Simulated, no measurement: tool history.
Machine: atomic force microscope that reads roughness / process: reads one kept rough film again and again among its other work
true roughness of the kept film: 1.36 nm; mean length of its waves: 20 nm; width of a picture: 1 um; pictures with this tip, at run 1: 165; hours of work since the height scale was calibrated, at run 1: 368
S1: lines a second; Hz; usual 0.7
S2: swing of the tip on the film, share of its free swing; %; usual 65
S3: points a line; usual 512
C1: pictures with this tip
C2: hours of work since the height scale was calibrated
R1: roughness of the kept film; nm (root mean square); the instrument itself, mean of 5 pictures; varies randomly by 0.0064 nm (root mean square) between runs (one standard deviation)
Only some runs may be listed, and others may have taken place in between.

{"run": 1, "hour": 0.0, "S1": 0.7, "S2": 65, "S3": 512, "C1": 165, "C2": 368, "R1": 1.138}
{"hour": 9.4, "done": "new tip fitted"}
{"run": 2, "hour": 19.1, "S1": 0.7, "S2": 65, "S3": 512, "C1": 14, "C2": 380, "R1": 1.221}
{"run": 3, "hour": 38.6, "S1": 0.7, "S2": 65, "S3": 512, "C1": 43, "C2": 392, "R1": 1.22}
{"run": 4, "hour": 54.3, "S1": 0.7, "S2": 71, "S3": 512, "C1": 65, "C2": 402, "R1": 1.181}
{"run": 5, "hour": 73.1, "S1": 1.731, "S2": 65, "S3": 512, "C1": 92, "C2": 413, "R1": 1.135}
{"run": 6, "hour": 86.2, "S1": 1.17, "S2": 65, "S3": 512, "C1": 111, "C2": 422, "R1": 1.163}
{"run": 7, "hour": 101.4, "S1": 1.17, "S2": 65, "S3": 512, "C1": 133, "C2": 431, "R1": 1.136}
{"run": 8, "hour": 112.6, "S1": 1.17, "S2": 65, "S3": 512, "C1": 150, "C2": 438, "R1": 1.133}
{"hour": 133.3, "done": "new tip fitted"}
{"run": 9, "hour": 138.0, "S1": 1.17, "S2": 65, "S3": 512, "C1": 7, "C2": 453, "R1": 1.22}
{"run": 10, "hour": 163.8, "S1": 0.7, "S2": 65, "S3": 512, "C1": 44, "C2": 469, "R1": 1.201}
{"run": 11, "hour": 185.3, "S1": 1.079, "S2": 65, "S3": 512, "C1": 75, "C2": 483, "R1": 1.186}
{"run": 12, "hour": 201.3, "S1": 0.7, "S2": 65, "S3": 291, "C1": 98, "C2": 493, "R1": 1.157}
{"run": 13, "hour": 227.8, "S1": 0.7, "S2": 65, "S3": 626, "C1": 137, "C2": 509, "R1": 1.168}
{"run": 14, "hour": 252.1, "S1": 0.7, "S2": 65, "S3": 626, "C1": 172, "C2": 524, "R1": 1.14}
{"hour": 257.5, "done": "new tip fitted"}
{"run": 15, "hour": 265.3, "S1": 0.7, "S2": 65, "S3": 626, "C1": 11, "C2": 532, "R1": 1.224}
{"run": 16, "hour": 279.5, "S1": 0.7, "S2": 65, "S3": 626, "C1": 32, "C2": 541, "R1": 1.213}
{"run": 17, "hour": 306.6, "S1": 0.7, "S2": 65, "S3": 626, "C1": 71, "C2": 558, "R1": 1.194}
{"run": 18, "hour": 328.8, "S1": 0.7, "S2": 65, "S3": 626, "C1": 103, "C2": 571, "R1": 1.175}
{"run": 19, "hour": 341.5, "S1": 0.7, "S2": 65, "S3": 626, "C1": 121, "C2": 579, "R1": 1.172}
{"run": 20, "hour": 359.2, "S1": 0.7, "S2": 63, "S3": 512, "C1": 147, "C2": 590, "R1": 1.149}
{"hour": 380.0, "done": "new tip fitted"}
{"run": 21, "hour": 384.5, "S1": 0.7, "S2": 63, "S3": 512, "C1": 6, "C2": 606, "R1": 1.222}
{"run": 22, "hour": 401.9, "S1": 3.857, "S2": 63, "S3": 513, "C1": 31, "C2": 616, "R1": 1.118}
{"run": 23, "hour": 416.2, "S1": 3.857, "S2": 63, "S3": 513, "C1": 52, "C2": 625, "R1": 1.1}
{"run": 24, "hour": 439.0, "S1": 0.7, "S2": 71, "S3": 478, "C1": 85, "C2": 639, "R1": 1.166}
{"run": 25, "hour": 460.9, "S1": 0.7, "S2": 71, "S3": 478, "C1": 116, "C2": 653, "R1": 1.155}
{"hour": 463.8, "done": "height scale calibrated on a step standard"}
{"run": 26, "hour": 473.8, "S1": 0.6, "S2": 65, "S3": 573, "C1": 134, "C2": 6, "R1": 1.175}
{"run": 27, "hour": 495.6, "S1": 0.6, "S2": 65, "S3": 573, "C1": 165, "C2": 20, "R1": 1.149}
{"hour": 504.5, "done": "new tip fitted"}
{"run": 28, "hour": 520.3, "S1": 0.6, "S2": 65, "S3": 573, "C1": 22, "C2": 35, "R1": 1.246}
{"run": 29, "hour": 541.8, "S1": 0.7, "S2": 86, "S3": 512, "C1": 54, "C2": 48, "R1": 1.153}
{"run": 30, "hour": 562.4, "S1": 1.242, "S2": 76, "S3": 844, "C1": 83, "C2": 61, "R1": 1.145}
{"run": 31, "hour": 588.0, "S1": 2.123, "S2": 76, "S3": 512, "C1": 120, "C2": 77, "R1": 1.06}
{"hour": 607.0, "done": "height scale calibrated on a step standard, once more"}
{"run": 32, "hour": 611.5, "S1": 3.266, "S2": 86, "S3": 348, "C1": 153, "C2": 3, "R1": 0.869}
{"hour": 629.3, "done": "new tip fitted"}
{"run": 33, "hour": 636.4, "S1": 3.266, "S2": 86, "S3": 348, "C1": 10, "C2": 18, "R1": 0.908}
{"run": 34, "hour": 650.6, "S1": 2.651, "S2": 66, "S3": 472, "C1": 31, "C2": 27, "R1": 1.132}
{"run": 35, "hour": 670.3, "S1": 1.777, "S2": 89, "S3": 523, "C1": 59, "C2": 39, "R1": 1.005}
{"run": 36, "hour": 681.7, "S1": 1.777, "S2": 89, "S3": 523, "C1": 76, "C2": 46, "R1": 0.999}
{"run": 37, "hour": 700.5, "S1": 0.7, "S2": 63, "S3": 585, "C1": 103, "C2": 58, "R1": 1.169}
{"run": 38, "hour": 719.2, "S1": 0.7, "S2": 63, "S3": 585, "C1": 130, "C2": 69, "R1": 1.157}
{"run": 39, "hour": 743.5, "S1": 2.307, "S2": 80, "S3": 334, "C1": 165, "C2": 84, "R1": 0.968}
{"hour": 752.0, "done": "new tip fitted"}
{"run": 40, "hour": 762.0, "S1": 2.307, "S2": 80, "S3": 334, "C1": 14, "C2": 96, "R1": 1.058}

The logged runs with the hidden state left out (each run's random variation unchanged):
Hidden state at play: radius of the tip, nm; height scale over the true one, %; drift of the gauge itself on roughness_nm, %.
run=1 R1=1.229
run=2 R1=1.229
run=3 R1=1.246
run=4 R1=1.219
run=5 R1=1.187
run=6 R1=1.227
run=7 R1=1.212
run=8 R1=1.217
run=9 R1=1.224
run=10 R1=1.223
run=11 R1=1.227
run=12 R1=1.209
run=13 R1=1.242
run=14 R1=1.233
run=15 R1=1.235
run=16 R1=1.236
run=17 R1=1.239
run=18 R1=1.238
run=19 R1=1.244
run=20 R1=1.234
run=21 R1=1.229
run=22 R1=1.137
run=23 R1=1.131
run=24 R1=1.217
run=25 R1=1.222
run=26 R1=1.251
run=27 R1=1.241
run=28 R1=1.253
run=29 R1=1.178
run=30 R1=1.184
run=31 R1=1.115
run=32 R1=0.934
run=33 R1=0.921
run=34 R1=1.162
run=35 R1=1.045
run=36 R1=1.048
run=37 R1=1.242
run=38 R1=1.244
run=39 R1=1.057
run=40 R1=1.069
